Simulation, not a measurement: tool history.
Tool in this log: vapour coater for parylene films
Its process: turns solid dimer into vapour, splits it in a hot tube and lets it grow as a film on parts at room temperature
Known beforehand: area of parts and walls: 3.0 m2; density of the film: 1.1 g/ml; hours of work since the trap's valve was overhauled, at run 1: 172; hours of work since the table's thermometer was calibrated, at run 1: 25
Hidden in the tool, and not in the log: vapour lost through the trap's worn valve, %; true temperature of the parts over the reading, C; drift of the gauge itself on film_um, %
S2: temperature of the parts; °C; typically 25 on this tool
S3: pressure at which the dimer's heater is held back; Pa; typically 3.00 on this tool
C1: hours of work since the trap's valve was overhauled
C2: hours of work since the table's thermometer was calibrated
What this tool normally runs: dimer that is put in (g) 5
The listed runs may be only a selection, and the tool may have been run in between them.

run 1 hour=0.0 | dimer_that_is_put_in_(g)=5 S2=25 S3=3.00 | C1=172 C2=25 | thickness_of_the_film_(µm)=0.996
run 2 hour=13.3 | dimer_that_is_put_in_(g)=5 S2=25 S3=3.00 | C1=180 C2=34 | thickness_of_the_film_(µm)=0.989
run 3 hour=31.8 | dimer_that_is_put_in_(g)=5 S2=25 S3=3.00 | C1=192 C2=46 | thickness_of_the_film_(µm)=0.996
run 4 hour=50.5 | dimer_that_is_put_in_(g)=5 S2=25 S3=3.00 | C1=205 C2=58 | thickness_of_the_film_(µm)=0.982
run 5 hour=74.8 | dimer_that_is_put_in_(g)=5 S2=25 S3=3.00 | C1=221 C2=74 | thickness_of_the_film_(µm)=0.991
run 6 hour=95.4 | dimer_that_is_put_in_(g)=5 S2=25 S3=3.00 | C1=234 C2=88 | thickness_of_the_film_(µm)=0.995
run 7 hour=114.6 | dimer_that_is_put_in_(g)=4 S2=25 S3=3.00 | C1=247 C2=101 | thickness_of_the_film_(µm)=0.793
run 8 hour=125.8 | dimer_that_is_put_in_(g)=5 S2=25 S3=3.00 | C1=254 C2=108 | thickness_of_the_film_(µm)=0.978
run 9 hour=142.1 | dimer_that_is_put_in_(g)=5 S2=25 S3=3.00 | C1=265 C2=119 | thickness_of_the_film_(µm)=0.983
run 10 hour=163.1 | dimer_that_is_put_in_(g)=5 S2=25 S3=3.00 | C1=279 C2=132 | thickness_of_the_film_(µm)=0.980
run 11 hour=183.3 | dimer_that_is_put_in_(g)=5 S2=25 S3=3.00 | C1=292 C2=146 | thickness_of_the_film_(µm)=0.982
run 12 hour=203.2 | dimer_that_is_put_in_(g)=5 S2=34 S3=3.00 | C1=305 C2=159 | thickness_of_the_film_(µm)=0.736
run 13 hour=218.4 | dimer_that_is_put_in_(g)=5 S2=25 S3=3.05 | C1=315 C2=169 | thickness_of_the_film_(µm)=0.973
run 14 hour=238.4 | dimer_that_is_put_in_(g)=5 S2=25 S3=3.05 | C1=328 C2=182 | thickness_of_the_film_(µm)=0.972
run 15 hour=250.2 | dimer_that_is_put_in_(g)=5 S2=25 S3=3.00 | C1=336 C2=190 | thickness_of_the_film_(µm)=0.973
run 16 hour=263.3 | dimer_that_is_put_in_(g)=5 S2=27 S3=3.00 | C1=344 C2=198 | thickness_of_the_film_(µm)=0.919
run 17 hour=284.2 | dimer_that_is_put_in_(g)=5 S2=27 S3=3.00 | C1=358 C2=212 | thickness_of_the_film_(µm)=0.915
run 18 hour=296.2 | dimer_that_is_put_in_(g)=5 S2=25 S3=3.00 | C1=366 C2=220 | thickness_of_the_film_(µm)=0.969
run 19 hour=311.1 | dimer_that_is_put_in_(g)=4 S2=18 S3=11.02 | C1=376 C2=230 | thickness_of_the_film_(µm)=0.842
-- hour=318.3 trap's valve overhauled
run 20 hour=327.7 | dimer_that_is_put_in_(g)=5 S2=21 S3=3.00 | C1=6 C2=238 | thickness_of_the_film_(µm)=1.169
run 21 hour=342.1 | dimer_that_is_put_in_(g)=7 S2=24 S3=3.00 | C1=16 C2=247 | thickness_of_the_film_(µm)=1.484
run 22 hour=359.4 | dimer_that_is_put_in_(g)=2 S2=25 S3=2.82 | C1=27 C2=259 | thickness_of_the_film_(µm)=0.412
run 23 hour=369.7 | dimer_that_is_put_in_(g)=6 S2=31 S3=5.31 | C1=34 C2=265 | thickness_of_the_film_(µm)=0.956
-- hour=372.3 table's thermometer calibrated
run 24 hour=388.8 | dimer_that_is_put_in_(g)=6 S2=31 S3=5.31 | C1=46 C2=11 | thickness_of_the_film_(µm)=0.964
run 25 hour=413.1 | dimer_that_is_put_in_(g)=6 S2=31 S3=5.31 | C1=62 C2=27 | thickness_of_the_film_(µm)=0.951
run 26 hour=425.9 | dimer_that_is_put_in_(g)=6 S2=31 S3=5.31 | C1=70 C2=35 | thickness_of_the_film_(µm)=0.952
run 27 hour=437.1 | dimer_that_is_put_in_(g)=5 S2=33 S3=2.51 | C1=77 C2=43 | thickness_of_the_film_(µm)=0.808
run 28 hour=458.8 | dimer_that_is_put_in_(g)=7 S2=19 S3=10.49 | C1=92 C2=57 | thickness_of_the_film_(µm)=1.519
-- hour=468.7 table's thermometer calibrated, once more
run 29 hour=483.6 | dimer_that_is_put_in_(g)=2 S2=35 S3=8.05 | C1=107 C2=10 | thickness_of_the_film_(µm)=0.260
run 30 hour=507.8 | dimer_that_is_put_in_(g)=2 S2=35 S3=8.05 | C1=123 C2=26 | thickness_of_the_film_(µm)=0.256
run 31 hour=522.1 | dimer_that_is_put_in_(g)=2 S2=35 S3=8.05 | C1=132 C2=35 | thickness_of_the_film_(µm)=0.258
run 32 hour=543.3 | dimer_that_is_put_in_(g)=5 S2=25 S3=3.00 | C1=146 C2=49 | thickness_of_the_film_(µm)=1.002
run 33 hour=562.1 | dimer_that_is_put_in_(g)=5 S2=25 S3=3.00 | C1=159 C2=61 | thickness_of_the_film_(µm)=1.004

For each run, the measured value with the value that run would have given without the tool's hidden condition subtracted. The run-to-run variation is shared by both, the gauge scatter possibly not:
run=1 thickness_of_the_film_(µm)=-0.031
run=2 thickness_of_the_film_(µm)=-0.033
run=3 thickness_of_the_film_(µm)=-0.034
run=4 thickness_of_the_film_(µm)=-0.037
run=5 thickness_of_the_film_(µm)=-0.039
run=6 thickness_of_the_film_(µm)=-0.041
run=7 thickness_of_the_film_(µm)=-0.034
run=8 thickness_of_the_film_(µm)=-0.044
run=9 thickness_of_the_film_(µm)=-0.045
run=10 thickness_of_the_film_(µm)=-0.047
run=11 thickness_of_the_film_(µm)=-0.050
run=12 thickness_of_the_film_(µm)=-0.038
run=13 thickness_of_the_film_(µm)=-0.052
run=14 thickness_of_the_film_(µm)=-0.054
run=15 thickness_of_the_film_(µm)=-0.056
run=16 thickness_of_the_film_(µm)=-0.053
run=17 thickness_of_the_film_(µm)=-0.056
run=18 thickness_of_the_film_(µm)=-0.060
run=19 thickness_of_the_film_(µm)=-0.054
run=20 thickness_of_the_film_(µm)=+0.000
run=21 thickness_of_the_film_(µm)=-0.002
run=22 thickness_of_the_film_(µm)=-0.001
run=23 thickness_of_the_film_(µm)=-0.004
run=24 thickness_of_the_film_(µm)=-0.004
run=25 thickness_of_the_film_(µm)=-0.007
run=26 thickness_of_the_film_(µm)=-0.008
run=27 thickness_of_the_film_(µm)=-0.008
run=28 thickness_of_the_film_(µm)=-0.017
run=29 thickness_of_the_film_(µm)=-0.006
run=30 thickness_of_the_film_(µm)=-0.007
run=31 thickness_of_the_film_(µm)=-0.007
run=32 thickness_of_the_film_(µm)=-0.029
run=33 thickness_of_the_film_(µm)=-0.031

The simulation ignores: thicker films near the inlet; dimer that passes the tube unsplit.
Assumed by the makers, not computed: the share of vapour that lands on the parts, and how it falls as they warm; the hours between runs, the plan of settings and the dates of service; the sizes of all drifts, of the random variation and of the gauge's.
